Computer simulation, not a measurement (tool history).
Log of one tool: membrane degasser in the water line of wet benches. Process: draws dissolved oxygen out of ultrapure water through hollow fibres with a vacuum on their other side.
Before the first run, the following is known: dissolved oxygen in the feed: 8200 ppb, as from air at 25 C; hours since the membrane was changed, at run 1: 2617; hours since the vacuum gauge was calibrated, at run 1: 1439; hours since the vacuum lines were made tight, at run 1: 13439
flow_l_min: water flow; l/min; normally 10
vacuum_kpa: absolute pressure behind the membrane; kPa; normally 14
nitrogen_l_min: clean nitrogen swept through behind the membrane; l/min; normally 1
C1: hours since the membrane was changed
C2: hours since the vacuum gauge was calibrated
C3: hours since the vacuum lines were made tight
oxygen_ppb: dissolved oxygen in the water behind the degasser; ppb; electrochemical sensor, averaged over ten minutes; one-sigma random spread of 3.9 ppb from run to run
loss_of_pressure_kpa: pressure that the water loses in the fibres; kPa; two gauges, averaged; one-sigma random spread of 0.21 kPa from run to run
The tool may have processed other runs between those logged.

Run 1, hour 0: usual settings; C1 2617; C2 1439; C3 13439. Result: oxygen_ppb 415.2 ppb, loss_of_pressure_kpa 49.39 kPa.
Run 2, hour 48: usual settings but nitrogen_l_min 2.44 l/min; C1 2665; C2 1487; C3 13487. Result: oxygen_ppb 277.8 ppb, loss_of_pressure_kpa 49.68 kPa.
Run 3, hour 91: usual settings but nitrogen_l_min 2.44 l/min; C1 2709; C2 1530; C3 13530. Result: oxygen_ppb 282.6 ppb, loss_of_pressure_kpa 49.76 kPa.
Run 4, hour 121.5: usual settings but nitrogen_l_min 2.44 l/min; C1 2739; C2 1560; C3 13561. Result: oxygen_ppb 276.9 ppb, loss_of_pressure_kpa 49.48 kPa.
Run 5, hour 179.9: usual settings but nitrogen_l_min 2.44 l/min; C1 2797; C2 1619; C3 13619. Result: oxygen_ppb 279.7 ppb, loss_of_pressure_kpa 49.37 kPa.
Run 6, hour 220.7: usual settings; C1 2838; C2 1659; C3 13660. Result: oxygen_ppb 420.3 ppb, loss_of_pressure_kpa 49.97 kPa.
Run 7, hour 280.7: usual settings; C1 2898; C2 1719; C3 13720. Result: oxygen_ppb 410.8 ppb, loss_of_pressure_kpa 50.11 kPa.
Run 8, hour 330.7: usual settings; C1 2948; C2 1769; C3 13770. Result: oxygen_ppb 415.1 ppb, loss_of_pressure_kpa 50.14 kPa.
Run 9, hour 382.3: usual settings; C1 3000; C2 1821; C3 13822. Result: oxygen_ppb 417 ppb, loss_of_pressure_kpa 49.77 kPa.
Run 10, hour 426.6: usual settings; C1 3044; C2 1865; C3 13866. Result: oxygen_ppb 414.5 ppb, loss_of_pressure_kpa 49.65 kPa.
Run 11, hour 477.5: usual settings but flow_l_min 13 l/min; C1 3095; C2 1916; C3 13917. Result: oxygen_ppb 611.1 ppb, loss_of_pressure_kpa 64.83 kPa.
At hour 509.9: seals of the vacuum lines changed.
Run 12, hour 530.5: usual settings but flow_l_min 13 l/min; C1 3146; C2 1967; C3 21. Result: oxygen_ppb 614.1 ppb, loss_of_pressure_kpa 64.98 kPa.
Run 13, hour 590.5: usual settings but nitrogen_l_min 0.49 l/min; C1 3206; C2 2027; C3 81. Result: oxygen_ppb 622.9 ppb, loss_of_pressure_kpa 50.02 kPa.
Run 14, hour 641: usual settings; C1 3256; C2 2078; C3 131. Result: oxygen_ppb 414.3 ppb, loss_of_pressure_kpa 50.26 kPa.
Run 15, hour 676.3: usual settings but vacuum_kpa 17.4 kPa; C1 3292; C2 2113; C3 166. Result: oxygen_ppb 488.4 ppb, loss_of_pressure_kpa 50.42 kPa.
Run 16, hour 714.2: usual settings but nitrogen_l_min 1.64 l/min; C1 3330; C2 2151; C3 204. Result: oxygen_ppb 326 ppb, loss_of_pressure_kpa 50.31 kPa.
Run 17, hour 765.1: usual settings but flow_l_min 12 l/min, vacuum_kpa 21.8 kPa, nitrogen_l_min 0.58 l/min; C1 3381; C2 2202; C3 255. Result: oxygen_ppb 998.3 ppb, loss_of_pressure_kpa 59.87 kPa.
Run 18, hour 818.9: usual settings but flow_l_min 14 l/min, vacuum_kpa 23.8 kPa, nitrogen_l_min 1.38 l/min; C1 3434; C2 2256; C3 309. Result: oxygen_ppb 805.3 ppb, loss_of_pressure_kpa 70.48 kPa.
Run 19, hour 881.7: usual settings but flow_l_min 7 l/min, vacuum_kpa 12.6 kPa, nitrogen_l_min 0.91 l/min; C1 3497; C2 2318; C3 372. Result: oxygen_ppb 231.4 ppb, loss_of_pressure_kpa 35.26 kPa.
Run 20, hour 914.2: usual settings but flow_l_min 11 l/min, vacuum_kpa 32.2 kPa, nitrogen_l_min 1.57 l/min; C1 3530; C2 2351; C3 404. Result: oxygen_ppb 656.9 ppb, loss_of_pressure_kpa 55.59 kPa.
Run 21, hour 958.1: usual settings but flow_l_min 11 l/min, vacuum_kpa 32.2 kPa, nitrogen_l_min 1.57 l/min; C1 3574; C2 2395; C3 448. Result: oxygen_ppb 658.5 ppb, loss_of_pressure_kpa 55.54 kPa.
Run 22, hour 984.7: usual settings but flow_l_min 9 l/min, vacuum_kpa 11.4 kPa; C1 3600; C2 2421; C3 475. Result: oxygen_ppb 303.5 ppb, loss_of_pressure_kpa 45.51 kPa.

Expected results for the next run?
Run 23, hour 1017.7: usual settings but flow_l_min 15 l/min, vacuum_kpa 34.3 kPa, nitrogen_l_min 2.35 l/min; C1 3633; C2 2454; C3 508. Result: oxygen_ppb ?, loss_of_pressure_kpa ?.

{"run 23": {"oxygen_ppb": 846.4, "loss_of_pressure_kpa": 75.66}}
The same run, on a tool lacking any hidden state, would have yielded oxygen_ppb 846.1 ppb, loss_of_pressure_kpa 74.33 kPa.
